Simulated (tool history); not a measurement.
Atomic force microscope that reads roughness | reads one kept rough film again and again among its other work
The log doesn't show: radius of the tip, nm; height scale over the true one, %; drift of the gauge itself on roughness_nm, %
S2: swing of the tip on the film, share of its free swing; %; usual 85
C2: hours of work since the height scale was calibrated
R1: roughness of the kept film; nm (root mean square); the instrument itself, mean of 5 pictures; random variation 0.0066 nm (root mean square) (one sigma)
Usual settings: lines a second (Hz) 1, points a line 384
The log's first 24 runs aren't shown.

Run 25, hour 507.9: usual settings but S2 69 %, points a line 448; pictures with this tip 151; C2 1153. Result: R1 1.31 nm (root mean square).
Run 26, hour 532.6: usual settings but S2 87 %; pictures with this tip 197; C2 1172. Result: R1 1.184 nm (root mean square).
Run 27, hour 557: usual settings but lines a second (Hz) 0.74, points a line 327; pictures with this tip 242; C2 1192. Result: R1 1.215 nm (root mean square).
At hour 570.6: new tip fitted.
Run 28, hour 585.3: usual settings but lines a second (Hz) 0.74, points a line 327; pictures with this tip 27; C2 1214. Result: R1 1.319 nm (root mean square).
At hour 588: height scale calibrated on a step standard.
Run 29, hour 604: usual settings but lines a second (Hz) 0.74, S2 61 %, points a line 842; pictures with this tip 59; C2 13. Result: R1 1.408 nm (root mean square).
Run 30, hour 619.3: usual settings but lines a second (Hz) 0.86; pictures with this tip 88; C2 25. Result: R1 1.259 nm (root mean square).
Run 31, hour 649.5: usual settings but lines a second (Hz) 0.86; pictures with this tip 143; C2 49. Result: R1 1.224 nm (root mean square).
Run 32, hour 665.1: usual settings but S2 73 %, points a line 488; pictures with this tip 172; C2 61. Result: R1 1.272 nm (root mean square).
Run 33, hour 680.2: usual settings but lines a second (Hz) 0.81, S2 64 %, points a line 968; pictures with this tip 200; C2 74. Result: R1 1.325 nm (root mean square).
Run 34, hour 694.4: usual settings but lines a second (Hz) 3.12, S2 64 %, points a line 370; pictures with this tip 226; C2 85. Result: R1 1.167 nm (root mean square).
At hour 717.3: new tip fitted.
Run 35, hour 724.3: usual settings but lines a second (Hz) 0.57, S2 72 %; pictures with this tip 13; C2 108. Result: R1 1.403 nm (root mean square).
At hour 745.2: height scale calibrated on a step standard, once more.
Run 36, hour 745.2: usual settings but lines a second (Hz) 0.79, points a line 560; pictures with this tip 50; C2 0. Result: R1 1.311 nm (root mean square).
Run 37, hour 764.4: usual settings but lines a second (Hz) 1.71, S2 59 %, points a line 774; pictures with this tip 85; C2 15. Result: R1 1.378 nm (root mean square).
Run 38, hour 781.7: usual settings but lines a second (Hz) 3.83, S2 81 %; pictures with this tip 117; C2 29. Result: R1 0.966 nm (root mean square).
Run 39, hour 809.1: usual settings but lines a second (Hz) 0.89, S2 61 %; pictures with this tip 167; C2 51. Result: R1 1.335 nm (root mean square).
Run 40, hour 827.1: usual settings but lines a second (Hz) 0.89, S2 61 %; pictures with this tip 200; C2 65. Result: R1 1.317 nm (root mean square).
Run 41, hour 841.2: usual settings but lines a second (Hz) 0.89, S2 88 %, points a line 259; pictures with this tip 226; C2 76. Result: R1 1.157 nm (root mean square).
At hour 865.9: new tip fitted.
Run 42, hour 869.6: usual settings but lines a second (Hz) 1.3, S2 62 %, points a line 259; pictures with this tip 7; C2 99. Result: R1 1.373 nm (root mean square).
Run 43, hour 882.8: usual settings but lines a second (Hz) 0.76, S2 62 %, points a line 419; pictures with this tip 31; C2 109. Result: R1 1.437 nm (root mean square).
Run 44, hour 901.3: usual settings but lines a second (Hz) 0.8, S2 79 %, points a line 832; pictures with this tip 65; C2 124. Result: R1 1.36 nm (root mean square).
Run 45, hour 930.3: usual settings but S2 64 %, points a line 525; pictures with this tip 118; C2 147. Result: R1 1.364 nm (root mean square).
Run 46, hour 960.3: usual settings but S2 64 %, points a line 525; pictures with this tip 173; C2 171. Result: R1 1.331 nm (root mean square).
Run 47, hour 975.5: usual settings but lines a second (Hz) 0.65, S2 87 %; pictures with this tip 201; C2 183. Result: R1 1.228 nm (root mean square).
Run 48, hour 1002.6: usual settings but lines a second (Hz) 1.28, S2 73 %, points a line 290; pictures with this tip 251; C2 205. Result: R1 1.196 nm (root mean square).

5 ways to go on from here, each from the tool as it stands after run 48. What would each give?
At hour 1011.8: new tip fitted.
Run A, hour 1019: usual settings but lines a second (Hz) 3, S2 73 %, points a line 921; pictures with this tip 14; C2 217. Result: R1 ?.
At hour 1011.8: new tip fitted.
Run B, hour 1019: usual settings but lines a second (Hz) 0.94, S2 57 %, points a line 595; pictures with this tip 14; C2 217. Result: R1 ?.
At hour 1011.8: new tip fitted.
Run C, hour 1019: usual settings but lines a second (Hz) 2.46; pictures with this tip 14; C2 217. Result: R1 ?.
At hour 1011.8: new tip fitted.
Run D, hour 1019: usual settings but lines a second (Hz) 0.65, S2 68 %, points a line 636; pictures with this tip 14; C2 217. Result: R1 ?.
At hour 1011.8: new tip fitted.
Run E, hour 1019: usual settings but S2 59 %, points a line 530; pictures with this tip 14; C2 217. Result: R1 ?.

run     R1
  A  1.211
  B  1.451
  C  1.097
  D  1.434
  E   1.44
Without the tool's hidden state the same runs would have given:
run     R1
  A  1.228
  B  1.471
  C  1.112
  D  1.454
  E   1.46
